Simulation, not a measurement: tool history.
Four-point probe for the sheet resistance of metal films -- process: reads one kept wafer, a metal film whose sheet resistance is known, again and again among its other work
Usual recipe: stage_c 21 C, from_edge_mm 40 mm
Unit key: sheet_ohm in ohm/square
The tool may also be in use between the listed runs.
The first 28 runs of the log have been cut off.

run   hour  stage_c  from_edge_mm  touches since the probe head was changed  hours of work since the stage's thermometer was calibrated  sheet_ohm
 29  609.8       21             5                                     51729                                                         922   0.074780
 30  635.1       32             4                                     52499                                                         934   0.074564
 31  647.7       32             4                                     52879                                                         940   0.074525
 32  665.1       32             4                                     53408                                                         948   0.074575
 33  685.1       18             4                                     54018                                                         957   0.075127
 34  697.4       18            46                                     54392                                                         963   0.074501
 35  719.6       26             6                                     55066                                                         974   0.074433
 36  743.4       34            63                                     55790                                                         985   0.073858
 37  770.4       22            10                                     56611                                                         998   0.074443
 38  792.1       22            40                                     57268                                                        1008   0.074353
 39  805.3       22            40                                     57672                                                        1015   0.074358
 40  832.0       32            40                                     58482                                                        1027   0.073928
 41  855.3       32            40                                     59192                                                        1038   0.073931
 42  870.1       32            40                                     59640                                                        1045   0.073942
 43  886.4       28             3                                     60135                                                        1053   0.075204
 44  900.3       28             3                                     60558                                                        1060   0.075178
 45  923.0       28            20                                     61250                                                        1071   0.074157
 46  936.0       31            21                                     61644                                                        1077   0.074019

What if the next run were any one of these 3? Each begins from the tool's condition after run 46:
  A  959.3       21             7                                     62352                                                        1088          ?
  B  959.3       31            12                                     62352                                                        1088          ?
  C  959.3       20            32                                     62352                                                        1088          ?

run  sheet_ohm
  A   0.074591
  B   0.074007
  C   0.074455
With no hidden state in the tool, these same runs would have given:
run  sheet_ohm
  A   0.074596
  B   0.074013
  C   0.074460
